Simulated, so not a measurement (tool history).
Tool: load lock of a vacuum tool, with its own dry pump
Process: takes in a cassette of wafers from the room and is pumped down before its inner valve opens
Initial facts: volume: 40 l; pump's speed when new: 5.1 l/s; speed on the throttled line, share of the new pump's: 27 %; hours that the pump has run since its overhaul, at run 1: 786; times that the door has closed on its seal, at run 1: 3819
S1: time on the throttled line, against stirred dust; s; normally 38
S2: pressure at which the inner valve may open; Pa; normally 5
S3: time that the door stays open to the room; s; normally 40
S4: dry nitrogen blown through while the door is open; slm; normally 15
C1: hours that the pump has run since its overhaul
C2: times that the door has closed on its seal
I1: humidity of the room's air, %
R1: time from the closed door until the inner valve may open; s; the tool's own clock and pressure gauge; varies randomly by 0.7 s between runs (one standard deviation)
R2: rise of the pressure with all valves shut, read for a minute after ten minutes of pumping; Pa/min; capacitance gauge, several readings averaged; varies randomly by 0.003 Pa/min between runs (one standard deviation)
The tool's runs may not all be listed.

run    hour  S1  S2  S3  S4    C1     C2    I1     R1     R2
  1     0.0  38   5  40  15   786   3819  43.2  106.4  0.041
  2   354.0  37   5  40  15  1140   5539  47.9  106.0  0.045
  3   803.3  37   5  40  15  1589   7723  45.5  104.8  0.039
  4  1347.3  37   5  40  15  2133  10366  46.8  105.5  0.046
  5  1649.4  37   5  40  15  2435  11835  45.0  105.5  0.043
  6  2111.5  41   5  40  15  2897  14080  43.2  108.2  0.042
  7  2531.8  33   5  40  15  3318  16123  43.2  102.3  0.038
  8  2863.6  43   5  58  15  3649  17736  42.8  110.6  0.050
  9  3469.2  38   5  40  40  4255  20679  44.0  106.0  0.033
     3811.0  -- door's seal changed, seat wiped
 10  4047.1  38   9  82  40  4831   1148  45.0  101.1  0.045
 11  4596.7  75   5  75  39  5381   3819  48.9  132.6  0.048

Forecast each of these 5 alternatives for the next run:
  A  5047.9  30   5  102   9  5832  6012  45.5   ?   ?
  B  5047.9  67   5  146  39  5832  6012  48.0   ?   ?
  C  5047.9  33   5  144  15  5832  6012  45.9   ?   ?
  D  5047.9  38   5  126  11  5832  6012  45.7   ?   ?
  E  5047.9  75   5   59  39  5832  6012  43.3   ?   ?

run     R1     R2
  A   99.5  0.085
  B  128.5  0.068
  C  102.5  0.107
  D  107.8  0.097
  E  134.7  0.038
The same runs, with their run-to-run variation unchanged, on a tool lacking any hidden condition would have given:
run     R1     R2
  A   99.4  0.085
  B  128.4  0.068
  C  102.4  0.107
  D  107.7  0.097
  E  134.7  0.038
